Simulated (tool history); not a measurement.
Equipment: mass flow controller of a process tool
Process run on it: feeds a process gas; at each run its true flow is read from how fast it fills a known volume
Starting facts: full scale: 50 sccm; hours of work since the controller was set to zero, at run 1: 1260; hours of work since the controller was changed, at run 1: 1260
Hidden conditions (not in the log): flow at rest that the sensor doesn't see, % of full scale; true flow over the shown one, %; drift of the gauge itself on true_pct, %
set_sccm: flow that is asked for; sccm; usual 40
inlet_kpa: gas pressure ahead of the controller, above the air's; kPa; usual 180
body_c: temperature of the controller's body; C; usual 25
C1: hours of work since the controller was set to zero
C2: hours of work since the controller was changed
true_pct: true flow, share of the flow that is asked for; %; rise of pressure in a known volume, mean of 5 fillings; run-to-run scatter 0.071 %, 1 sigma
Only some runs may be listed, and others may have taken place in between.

run 1 hour=0 | set_sccm=40 inlet_kpa=180 body_c=25 | C1=1260 C2=1260 | true_pct=99.48
run 2 hour=130.3 | set_sccm=40 inlet_kpa=180 body_c=25 | C1=1361 C2=1361 | true_pct=99.65
run 3 hour=276.6 | set_sccm=40 inlet_kpa=180 body_c=31 | C1=1476 C2=1476 | true_pct=99.99
run 4 hour=411.3 | set_sccm=40 inlet_kpa=180 body_c=31 | C1=1581 C2=1581 | true_pct=100.13
run 5 hour=600 | set_sccm=40 inlet_kpa=180 body_c=25 | C1=1729 C2=1729 | true_pct=99.7
run 6 hour=802 | set_sccm=7 inlet_kpa=180 body_c=25 | C1=1886 C2=1886 | true_pct=98.57
run 7 hour=997.9 | set_sccm=40 inlet_kpa=180 body_c=24 | C1=2040 C2=2040 | true_pct=99.91
run 8 hour=1123.1 | set_sccm=40 inlet_kpa=250 body_c=25 | C1=2137 C2=2137 | true_pct=100.23
run 9 hour=1213.6 | set_sccm=40 inlet_kpa=250 body_c=25 | C1=2208 C2=2208 | true_pct=100.17
run 10 hour=1417.3 | set_sccm=40 inlet_kpa=250 body_c=25 | C1=2367 C2=2367 | true_pct=100.42
run 11 hour=1536.9 | set_sccm=40 inlet_kpa=250 body_c=25 | C1=2461 C2=2461 | true_pct=100.57
run 12 hour=1683.7 | set_sccm=40 inlet_kpa=250 body_c=25 | C1=2576 C2=2576 | true_pct=100.44
run 13 hour=1886.5 | set_sccm=8 inlet_kpa=180 body_c=31 | C1=2734 C2=2734 | true_pct=99.28
run 14 hour=2033.7 | set_sccm=36 inlet_kpa=152 body_c=25 | C1=2849 C2=2849 | true_pct=99.71
run 15 hour=2201.2 | set_sccm=36 inlet_kpa=152 body_c=25 | C1=2980 C2=2980 | true_pct=99.87
run 16 hour=2419.8 | set_sccm=36 inlet_kpa=152 body_c=25 | C1=3151 C2=3151 | true_pct=99.97
run 17 hour=2642.7 | set_sccm=40 inlet_kpa=168 body_c=31 | C1=3325 C2=3325 | true_pct=100.72
-- hour=2664.1 gauge calibrated
run 18 hour=2833.6 | set_sccm=40 inlet_kpa=168 body_c=31 | C1=3474 C2=3474 | true_pct=100.05
run 19 hour=2962.6 | set_sccm=30 inlet_kpa=141 body_c=25 | C1=3575 C2=3575 | true_pct=98.91
run 20 hour=3173 | set_sccm=40 inlet_kpa=180 body_c=37 | C1=3740 C2=3740 | true_pct=100.57

For run 21, what comes out?
run 21 hour=3371.6 | set_sccm=12 inlet_kpa=180 body_c=21 | C1=3895 C2=3895 | true_pct=?

true_pct: 98.38 %
Take away the tool's hidden state, keep the run-to-run variation as it was, and the same run would have given true_pct 98.17 %.

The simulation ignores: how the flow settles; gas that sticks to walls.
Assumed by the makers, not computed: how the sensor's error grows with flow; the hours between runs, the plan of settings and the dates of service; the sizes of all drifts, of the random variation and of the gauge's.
